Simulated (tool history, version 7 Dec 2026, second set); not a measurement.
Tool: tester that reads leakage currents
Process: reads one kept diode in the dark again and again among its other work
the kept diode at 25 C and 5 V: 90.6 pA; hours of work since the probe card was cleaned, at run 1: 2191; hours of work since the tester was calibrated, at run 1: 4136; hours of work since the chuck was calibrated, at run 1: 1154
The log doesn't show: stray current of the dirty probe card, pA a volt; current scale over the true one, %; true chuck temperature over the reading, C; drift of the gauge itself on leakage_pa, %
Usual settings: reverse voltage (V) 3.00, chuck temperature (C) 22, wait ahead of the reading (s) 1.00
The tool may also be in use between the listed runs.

| run | hour | reverse voltage (V) | chuck temperature (C) | wait ahead of the reading (s) | hours of work since the probe card was cleaned | hours of work since the tester was calibrated | hours of work since the chuck was calibrated | current that the tester gives (pA) |
|---|---|---|---|---|---|---|---|---|
| 1 | 0.0 | 3.00 | 22 | 1.00 | 2191 | 4136 | 1154 | 60.93 |
| 2 | 147.9 | 3.00 | 22 | 0.87 | 2279 | 4225 | 1243 | 61.46 |
| 3 | 337.5 | 3.00 | 22 | 1.00 | 2393 | 4339 | 1356 | 60.76 |
| 4 | 515.0 | 3.00 | 22 | 1.00 | 2499 | 4445 | 1462 | 61.09 |
|  | 541.5 | tester calibrated |
| 5 | 756.1 | 3.00 | 22 | 1.00 | 2643 | 129 | 1606 | 61.17 |
| 6 | 997.4 | 3.00 | 22 | 1.00 | 2787 | 273 | 1750 | 61.12 |
| 7 | 1167.4 | 3.00 | 22 | 1.00 | 2889 | 375 | 1852 | 61.13 |
| 8 | 1372.2 | 3.00 | 22 | 1.00 | 3012 | 498 | 1975 | 61.29 |
| 9 | 1561.0 | 3.00 | 22 | 1.00 | 3125 | 611 | 2088 | 61.09 |
|  | 1750.7 | probe card cleaned and baked |
| 10 | 1833.1 | 10.79 | 59 | 1.92 | 49 | 772 | 2249 | 1458.32 |
| 11 | 1949.0 | 1.03 | 34 | 3.76 | 119 | 841 | 2318 | 114.71 |
|  | 2090.9 | chuck's temperature calibrated |
| 12 | 2107.0 | 6.16 | 34 | 3.76 | 212 | 935 | 10 | 200.88 |
| 13 | 2316.4 | 17.50 | 27 | 3.76 | 338 | 1060 | 135 | 160.05 |

3 ways to go on from here, each from the tool as it stands after run 13. What would each give?
| A | 2521.0 | 3.00 | 22 | 1.29 | 460 | 1183 | 258 | ? |
| B | 2521.0 | 17.50 | 27 | 1.41 | 460 | 1183 | 258 | ? |
| C | 2521.0 | 3.88 | 55 | 0.57 | 460 | 1183 | 258 | ? |

| run | current that the tester gives (pA) |
|---|---|
| A | 61.04 |
| B | 160.87 |
| C | 811.81 |
Without the tool's hidden state the same runs would have given:
| run | current that the tester gives (pA) |
|---|---|
| A | 61.02 |
| B | 160.80 |
| C | 811.59 |
